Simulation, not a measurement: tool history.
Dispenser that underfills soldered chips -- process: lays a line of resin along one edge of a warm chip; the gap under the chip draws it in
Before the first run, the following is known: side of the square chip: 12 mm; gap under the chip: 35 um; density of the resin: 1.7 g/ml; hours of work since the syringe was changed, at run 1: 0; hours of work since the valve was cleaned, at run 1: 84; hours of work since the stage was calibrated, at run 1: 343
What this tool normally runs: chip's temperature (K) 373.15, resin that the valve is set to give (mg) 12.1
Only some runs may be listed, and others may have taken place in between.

run   hour  chip's temperature (K)  resin that the valve is set to give (mg)  hours of work since the syringe was changed  hours of work since the valve was cleaned  hours of work since the stage was calibrated  time until the resin shows at the far edge (s)  resin that the valve gave (mg)
  1    0.0                  373.15                                      12.1                                            0                                         84                                           343                                           163.5                           11.40
  2    8.4                  373.15                                      13.8                                            6                                         90                                           348                                           203.2                           12.91
      13.0  -- new syringe of resin
  3   22.3                  373.15                                      13.8                                            6                                         98                                           357                                           209.5                           12.87
      25.8  -- new syringe of resin
  4   28.7                  373.15                                      13.8                                            2                                        102                                           361                                           170.7                           12.90
  5   37.1                  373.15                                      13.8                                            7                                        108                                           367                                           225.7                           12.77
      38.6  -- new syringe of resin
      51.6  -- new syringe of resin
  6   51.6                  386.15                                      12.1                                            0                                        117                                           376                                           105.4                           11.16
      58.4  -- dispensing valve cleaned and set on the balance
      65.4  -- new syringe of resin
  7   67.3                  373.15                                      12.3                                            1                                          6                                           386                                           162.2                           12.28
      78.4  -- new syringe of resin
  8   80.6                  373.15                                      12.1                                            1                                         14                                           394                                           170.5                           12.04
  9   87.3                  373.15                                      12.1                                            6                                         19                                           398                                           208.3                           11.92
      90.9  -- new syringe of resin
 10   95.7                  373.15                                      12.1                                            3                                         24                                           404                                           177.4                           11.91
     103.4  -- new syringe of resin
 11  108.4                  373.15                                      12.0                                            3                                         32                                           412                                           187.4                           11.82
     116.6  -- new syringe of resin
 12  122.3                  373.15                                      12.0                                            4                                         41                                           421                                           185.6                           11.70
     129.3  -- new syringe of resin
 13  132.9                  373.15                                      12.0                                            2                                         48                                           428                                           173.3                           11.69
     141.8  -- new syringe of resin
 14  145.0                  373.15                                      14.8                                            2                                         56                                           435                                           168.7                           14.22
 15  152.1                  361.15                                      14.8                                            7                                         60                                           440                                           317.6                           14.28
     154.8  -- new syringe of resin
 16  160.0                  361.15                                      14.8                                            3                                         65                                           445                                           263.5                           14.14
     167.9  -- new syringe of resin
 17  172.5                  361.15                                      14.8                                            3                                         73                                           453                                           270.8                           14.23
     180.5  -- new syringe of resin
 18  183.1                  361.15                                      14.8                                            2                                         80                                           460                                           246.7                           14.04
 19  190.9                  361.15                                      14.8                                            7                                         85                                           465                                           309.9                           14.04
     192.6  -- stage's temperature calibrated
     194.8  -- new syringe of resin
 20  200.3                  372.15                                      14.5                                            4                                         90                                             5                                           202.3                           13.68
     207.5  -- new syringe of resin
 21  210.4                  372.15                                      14.5                                            2                                         97                                            11                                           187.4                           13.69
 22  216.4                  372.15                                      14.5                                            6                                        101                                            15                                           225.2                           13.52
     220.5  -- new syringe of resin
 23  225.1                  372.15                                      14.5                                            3                                        106                                            21                                           201.9                           13.48
     232.7  -- new syringe of resin
 24  234.1                  372.15                                      10.5                                            1                                        112                                            27                                           201.1                            9.75
 25  242.3                  371.15                                      12.9                                            6                                        117                                            32                                           250.2                           11.91
     246.0  -- new syringe of resin
     249.2  -- dispensing valve cleaned and set on the balance
 26  249.7                  386.15                                      14.9                                            2                                          0                                            36                                           116.1                           14.84
     259.5  -- new syringe of resin
 27  262.8                  367.15                                      11.0                                            2                                          9                                            44                                           232.5                           10.91
     272.3  -- new syringe of resin
 28  276.0                  367.15                                      13.6                                            2                                         17                                            53                                           226.3                           13.40
     285.1  -- new syringe of resin
 29  286.1                  361.15                                      11.8                                            1                                         24                                            59                                           265.4                           11.63
 30  292.9                  375.15                                      12.2                                            5                                         28                                            64                                           197.4                           11.98
     297.4  -- new syringe of resin
 31  302.1                  379.15                                      10.4                                            3                                         34                                            70                                           166.3                           10.11
     310.0  -- new syringe of resin
 32  316.4                  379.15                                      10.4                                            4                                         43                                            79                                           172.9                           10.11
     323.0  -- new syringe of resin
 33  327.3                  379.15                                      10.4                                            3                                         50                                            86                                           162.1                           10.09
     335.5  -- new syringe of resin
 34  339.0                  378.15                                      13.9                                            2                                         58                                            93                                           156.5                           13.38

For each entry between runs, how does the tool's hidden state at the last listed run before it compare with that at the first listed run after it?
Between runs 2 and 3: new syringe of resin (hour 13.0)
  resin's viscosity, % of fresh resin's: 128.4 -> 132.3; dose that the valve gives, % of what is set: 94.03 -> 93.46; true chip temperature over the reading, C: 1.98 -> 2.03
  measured minus no-state result, time until the resin shows at the far edge (s): +35.2 -> +41.3; resin that the valve gave (mg): -0.83 -> -0.90
Between runs 3 and 4: new syringe of resin (hour 25.8)
  resin's viscosity, % of fresh resin's: 132.3 -> 109.5; dose that the valve gives, % of what is set: 93.46 -> 93.22; true chip temperature over the reading, C: 2.03 -> 2.05
  measured minus no-state result, time until the resin shows at the far edge (s): +41.3 -> +5.0; resin that the valve gave (mg): -0.90 -> -0.94
Between runs 5 and 6: new syringe of resin (hour 38.6); new syringe of resin (hour 51.6)
  resin's viscosity, % of fresh resin's: 140.3 -> 100.5; dose that the valve gives, % of what is set: 92.86 -> 92.26; true chip temperature over the reading, C: 2.08 -> 2.14
  measured minus no-state result, time until the resin shows at the far edge (s): +54.7 -> -4.6; resin that the valve gave (mg): -0.98 -> -0.94
Between runs 6 and 7: dispensing valve cleaned and set on the balance (hour 58.4); new syringe of resin (hour 65.4)
  resin's viscosity, % of fresh resin's: 100.5 -> 102.8; dose that the valve gives, % of what is set: 92.26 -> 99.75; true chip temperature over the reading, C: 2.14 -> 2.2
  measured minus no-state result, time until the resin shows at the far edge (s): -4.6 -> -7.8; resin that the valve gave (mg): -0.94 -> -0.03
Between runs 7 and 8: new syringe of resin (hour 78.4)
  resin's viscosity, % of fresh resin's: 102.8 -> 107.4; dose that the valve gives, % of what is set: 99.75 -> 99.22; true chip temperature over the reading, C: 2.2 -> 2.25
  measured minus no-state result, time until the resin shows at the far edge (s): -7.8 -> -0.7; resin that the valve gave (mg): -0.03 -> -0.09
Between runs 9 and 10: new syringe of resin (hour 90.9)
  resin's viscosity, % of fresh resin's: 131.1 -> 113.3; dose that the valve gives, % of what is set: 98.91 -> 98.58; true chip temperature over the reading, C: 2.28 -> 2.31
  measured minus no-state result, time until the resin shows at the far edge (s): +37.0 -> +8.4; resin that the valve gave (mg): -0.13 -> -0.18
Between runs 10 and 11: new syringe of resin (hour 103.4)
  resin's viscosity, % of fresh resin's: 113.3 -> 116.5; dose that the valve gives, % of what is set: 98.58 -> 98.03; true chip temperature over the reading, C: 2.31 -> 2.36
  measured minus no-state result, time until the resin shows at the far edge (s): +8.4 -> +13.8; resin that the valve gave (mg): -0.18 -> -0.24
Between runs 11 and 12: new syringe of resin (hour 116.6)
  resin's viscosity, % of fresh resin's: 116.5 -> 116.9; dose that the valve gives, % of what is set: 98.03 -> 97.46; true chip temperature over the reading, C: 2.36 -> 2.42
  measured minus no-state result, time until the resin shows at the far edge (s): +13.8 -> +14.1; resin that the valve gave (mg): -0.24 -> -0.31
Between runs 12 and 13: new syringe of resin (hour 129.3)
  resin's viscosity, % of fresh resin's: 116.9 -> 110; dose that the valve gives, % of what is set: 97.46 -> 97.05; true chip temperature over the reading, C: 2.42 -> 2.45
  measured minus no-state result, time until the resin shows at the far edge (s): +14.1 -> +3.2; resin that the valve gave (mg): -0.31 -> -0.35
Between runs 13 and 14: new syringe of resin (hour 141.8)
  resin's viscosity, % of fresh resin's: 110 -> 110.4; dose that the valve gives, % of what is set: 97.05 -> 96.58; true chip temperature over the reading, C: 2.45 -> 2.5
  measured minus no-state result, time until the resin shows at the far edge (s): +3.2 -> +2.8; resin that the valve gave (mg): -0.35 -> -0.50
Between runs 15 and 16: new syringe of resin (hour 154.8)
  resin's viscosity, % of fresh resin's: 136 -> 115.8; dose that the valve gives, % of what is set: 96.27 -> 95.93; true chip temperature over the reading, C: 2.53 -> 2.56
  measured minus no-state result, time until the resin shows at the far edge (s): +62.3 -> +14.7; resin that the valve gave (mg): -0.56 -> -0.60
Between runs 16 and 17: new syringe of resin (hour 167.9)
  resin's viscosity, % of fresh resin's: 115.8 -> 116.5; dose that the valve gives, % of what is set: 95.93 -> 95.45; true chip temperature over the reading, C: 2.56 -> 2.61
  measured minus no-state result, time until the resin shows at the far edge (s): +14.7 -> +16.3; resin that the valve gave (mg): -0.60 -> -0.68
Between runs 17 and 18: new syringe of resin (hour 180.5)
  resin's viscosity, % of fresh resin's: 116.5 -> 108.2; dose that the valve gives, % of what is set: 95.45 -> 94.98; true chip temperature over the reading, C: 2.61 -> 2.65
  measured minus no-state result, time until the resin shows at the far edge (s): +16.3 -> -3.3; resin that the valve gave (mg): -0.68 -> -0.74
Between runs 19 and 20: stage's temperature calibrated (hour 192.6); new syringe of resin (hour 194.8)
  resin's viscosity, % of fresh resin's: 136.1 -> 118.9; dose that the valve gives, % of what is set: 94.64 -> 94.28; true chip temperature over the reading, C: 2.68 -> -0.04
  measured minus no-state result, time until the resin shows at the far edge (s): +60.1 -> +33.5; resin that the valve gave (mg): -0.79 -> -0.83
Between runs 20 and 21: new syringe of resin (hour 207.5)
  resin's viscosity, % of fresh resin's: 118.9 -> 109; dose that the valve gives, % of what is set: 94.28 -> 93.89; true chip temperature over the reading, C: -0.04 -> 0
  measured minus no-state result, time until the resin shows at the far edge (s): +33.5 -> +16.5; resin that the valve gave (mg): -0.83 -> -0.89
Between runs 22 and 23: new syringe of resin (hour 220.5)
  resin's viscosity, % of fresh resin's: 129.9 -> 115.4; dose that the valve gives, % of what is set: 93.64 -> 93.25; true chip temperature over the reading, C: 0.02 -> 0.05
  measured minus no-state result, time until the resin shows at the far edge (s): +52.8 -> +27.8; resin that the valve gave (mg): -0.91 -> -0.98
Between runs 23 and 24: new syringe of resin (hour 232.7)
  resin's viscosity, % of fresh resin's: 115.4 -> 105.6; dose that the valve gives, % of what is set: 93.25 -> 92.86; true chip temperature over the reading, C: 0.05 -> 0.09
  measured minus no-state result, time until the resin shows at the far edge (s): +27.8 -> +16.0; resin that the valve gave (mg): -0.98 -> -0.74
Between runs 25 and 26: new syringe of resin (hour 246.0); dispensing valve cleaned and set on the balance (hour 249.2)
  resin's viscosity, % of fresh resin's: 134.3 -> 107.9; dose that the valve gives, % of what is set: 92.49 -> 100; true chip temperature over the reading, C: 0.11 -> 0.14
  measured minus no-state result, time until the resin shows at the far edge (s): +65.8 -> +8.1; resin that the valve gave (mg): -0.97 -> +0.00
Between runs 26 and 27: new syringe of resin (hour 259.5)
  resin's viscosity, % of fresh resin's: 107.9 -> 110.4; dose that the valve gives, % of what is set: 100 -> 99.47; true chip temperature over the reading, C: 0.14 -> 0.19
  measured minus no-state result, time until the resin shows at the far edge (s): +8.1 -> +20.9; resin that the valve gave (mg): +0.00 -> -0.06
Between runs 27 and 28: new syringe of resin (hour 272.3)
  resin's viscosity, % of fresh resin's: 110.4 -> 111.7; dose that the valve gives, % of what is set: 99.47 -> 98.94; true chip temperature over the reading, C: 0.19 -> 0.24
  measured minus no-state result, time until the resin shows at the far edge (s): +20.9 -> +22.2; resin that the valve gave (mg): -0.06 -> -0.15
Between runs 28 and 29: new syringe of resin (hour 285.1)
  resin's viscosity, % of fresh resin's: 111.7 -> 102.3; dose that the valve gives, % of what is set: 98.94 -> 98.55; true chip temperature over the reading, C: 0.24 -> 0.28
  measured minus no-state result, time until the resin shows at the far edge (s): +22.2 -> +4.1; resin that the valve gave (mg): -0.15 -> -0.17
Between runs 30 and 31: new syringe of resin (hour 297.4)
  resin's viscosity, % of fresh resin's: 124.8 -> 114.1; dose that the valve gives, % of what is set: 98.26 -> 97.9; true chip temperature over the reading, C: 0.31 -> 0.34
  measured minus no-state result, time until the resin shows at the far edge (s): +38.1 -> +20.2; resin that the valve gave (mg): -0.21 -> -0.21
Between runs 31 and 32: new syringe of resin (hour 310.0)
  resin's viscosity, % of fresh resin's: 114.1 -> 119.8; dose that the valve gives, % of what is set: 97.9 -> 97.28; true chip temperature over the reading, C: 0.34 -> 0.4
  measured minus no-state result, time until the resin shows at the far edge (s): +20.2 -> +28.3; resin that the valve gave (mg): -0.21 -> -0.28
Between runs 32 and 33: new syringe of resin (hour 323.0)
  resin's viscosity, % of fresh resin's: 119.8 -> 111.9; dose that the valve gives, % of what is set: 97.28 -> 96.77; true chip temperature over the reading, C: 0.4 -> 0.44
  measured minus no-state result, time until the resin shows at the far edge (s): +28.3 -> +17.0; resin that the valve gave (mg): -0.28 -> -0.33
Between runs 33 and 34: new syringe of resin (hour 335.5)
  resin's viscosity, % of fresh resin's: 111.9 -> 111.7; dose that the valve gives, % of what is set: 96.77 -> 96.31; true chip temperature over the reading, C: 0.44 -> 0.49
  measured minus no-state result, time until the resin shows at the far edge (s): +17.0 -> +14.8; resin that the valve gave (mg): -0.33 -> -0.52
